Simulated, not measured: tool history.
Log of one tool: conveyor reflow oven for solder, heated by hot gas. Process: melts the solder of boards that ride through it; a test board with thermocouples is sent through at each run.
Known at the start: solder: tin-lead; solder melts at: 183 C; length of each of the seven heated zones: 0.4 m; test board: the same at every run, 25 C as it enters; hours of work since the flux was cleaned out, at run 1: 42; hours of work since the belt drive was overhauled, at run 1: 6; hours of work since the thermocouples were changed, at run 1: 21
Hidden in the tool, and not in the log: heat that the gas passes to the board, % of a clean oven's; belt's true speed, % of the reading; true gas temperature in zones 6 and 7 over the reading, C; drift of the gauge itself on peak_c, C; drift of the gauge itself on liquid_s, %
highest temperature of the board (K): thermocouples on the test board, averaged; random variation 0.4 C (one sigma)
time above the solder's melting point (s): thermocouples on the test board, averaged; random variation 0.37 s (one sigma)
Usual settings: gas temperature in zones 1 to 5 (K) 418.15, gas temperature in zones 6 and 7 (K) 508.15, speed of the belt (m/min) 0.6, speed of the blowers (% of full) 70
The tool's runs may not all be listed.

run     day  gas temperature in zones 1 to 5 (K)  gas temperature in zones 6 and 7 (K)  speed of the belt (m/min)  speed of the blowers (% of full)  hours of work since the flux was cleaned out  hours of work since the belt drive was overhauled  hours of work since the thermocouples were changed  highest temperature of the board (K)  time above the solder's melting point (s)
  1       0                               418.15                                508.15                        0.6                                70                                            42                                                  6                                                  21                                491.95                                       63.1
  2   0.608                               418.15                                508.15                        0.6                                70                                            54                                                 17                                                  33                                491.45                                       63.4
  3   0.942                               418.15                                508.15                        0.6                                70                                            60                                                 23                                                  39                                491.55                                       63.3
  4   1.575                               418.15                                508.15                        0.6                                70                                            72                                                 35                                                  51                                491.75                                       63.3
  5   2.004                               418.15                                508.15                        0.6                                78                                            79                                                 43                                                  59                                493.45                                       64.5
  6   2.583                               418.15                                508.15                        0.6                                70                                            90                                                 54                                                  69                                491.15                                       62.8
  7   3.133                               418.15                                508.15                        0.6                                70                                           100                                                 64                                                  79                                490.65                                       63.1
  8    3.55                               418.15                                508.15                        0.6                                70                                           108                                                 72                                                  87                                491.25                                       62.8
  9   3.829                               418.15                                508.15                        0.6                                70                                           113                                                 77                                                  92                                490.55                                       62.2
 10   4.479                               418.15                                508.15                        0.6                                70                                           125                                                 89                                                 104                                490.75                                       62.6
 11   4.967                               418.15                                508.15                        0.6                                65                                           134                                                 98                                                 113                                490.25                                       61.9
 12   5.342                               418.15                                508.15                        0.6                                65                                           141                                                105                                                 120                                489.65                                       61.2
 13   5.796                               418.15                                508.15                        0.6                                70                                           150                                                113                                                 129                                490.55                                       62.2
 14   6.088                               418.15                                508.15                        0.6                                70                                           155                                                119                                                 134                                490.75                                       62.4
 15   6.742                               418.15                                508.15                      0.715                                70                                           167                                                131                                                 146                                485.15                                       46.5
 16   7.188                               418.15                                500.15                        0.6                                70                                           176                                                139                                                 155                                482.65                                       56.1
 17   7.592                               418.15                                500.15                        0.6                                70                                           183                                                146                                                 162                                483.45                                       56.5
 18   7.942                               418.15                                500.15                        0.6                                70                                           190                                                153                                                 169                                483.75                                       56.1
 19   8.475                               418.15                                500.15                        0.6                                70                                           199                                                163                                                 178                                482.65                                       56.2
 20   8.792                               418.15                                500.15                        0.6                                70                                           205                                                169                                                 184                                482.25                                       55.7
 21   9.162                               418.15                                497.15                      0.551                                70                                           212                                                176                                                 191                                482.85                                       61.8
 22   9.654                               418.15                                497.15                      0.551                                70                                           221                                                185                                                 200                                483.45                                       61.1
 23   9.933                               410.15                                508.15                      0.551                                70                                           226                                                190                                                 205                                490.75                                       65.1
 24  10.208                               410.15                                508.15                      0.551                                70                                           232                                                195                                                 211                                490.45                                       65.2
 25  10.679                               424.15                                502.15                      0.718                                74                                           240                                                204                                                 219                                481.45                                       45.5
 26  11.325                               418.15                                522.15                      0.632                                63                                           252                                                216                                                 231                                497.65                                       63.7
 27    11.8                               418.15                                522.15                      0.632                                63                                           261                                                224                                                 240                                496.65                                       63.4
 28  12.404                               410.15                                508.15                      0.538                                70                                           272                                                236                                                 251                                491.05                                       66.7
 29  12.883                               418.15                                508.15                      0.493                                61                                           281                                                244                                                 260                                492.95                                       79.9
 30  13.283                               410.15                                507.15                      0.493                                61                                           289                                                252                                                 268                                491.65                                       73.1
 31    13.9                               422.15                                520.15                        0.6                                58                                           300                                                263                                                 279                                495.95                                       68.3
 32  14.462                               422.15                                520.15                        0.6                                58                                           310                                                274                                                 289                                495.95                                       68.1

Some steps in highest temperature of the board (K) between neighbouring runs. How much of each would the tool show without its hidden state too (settings, what came in, random variation), and how much is left for the hidden state, with any gauge scatter that isn't in both results?
Run 22 -> 23: gas temperature in zones 1 to 5 (K) 418.15 -> 410.15, gas temperature in zones 6 and 7 (K) 497.15 -> 508.15. highest temperature of the board (K) +7.3: hidden state -0.5, all else +7.8.
Run 24 -> 25: gas temperature in zones 1 to 5 (K) 410.15 -> 424.15, gas temperature in zones 6 and 7 (K) 508.15 -> 502.15, speed of the belt (m/min) 0.551 -> 0.718, speed of the blowers (% of full) 70 -> 74. highest temperature of the board (K) -9: hidden state -0.3, all else -8.7.
Run 25 -> 26: gas temperature in zones 1 to 5 (K) 424.15 -> 418.15, gas temperature in zones 6 and 7 (K) 502.15 -> 522.15, speed of the belt (m/min) 0.718 -> 0.632, speed of the blowers (% of full) 74 -> 63. highest temperature of the board (K) +16.2: hidden state -0.3, all else +16.5.
Run 28 -> 29: gas temperature in zones 1 to 5 (K) 410.15 -> 418.15, speed of the belt (m/min) 0.538 -> 0.493, speed of the blowers (% of full) 70 -> 61. highest temperature of the board (K) +1.9: hidden state +0.5, all else +1.4.
Run 30 -> 31: gas temperature in zones 1 to 5 (K) 410.15 -> 422.15, gas temperature in zones 6 and 7 (K) 507.15 -> 520.15, speed of the belt (m/min) 0.493 -> 0.6, speed of the blowers (% of full) 61 -> 58. highest temperature of the board (K) +4.3: hidden state -0.6, all else +4.9.

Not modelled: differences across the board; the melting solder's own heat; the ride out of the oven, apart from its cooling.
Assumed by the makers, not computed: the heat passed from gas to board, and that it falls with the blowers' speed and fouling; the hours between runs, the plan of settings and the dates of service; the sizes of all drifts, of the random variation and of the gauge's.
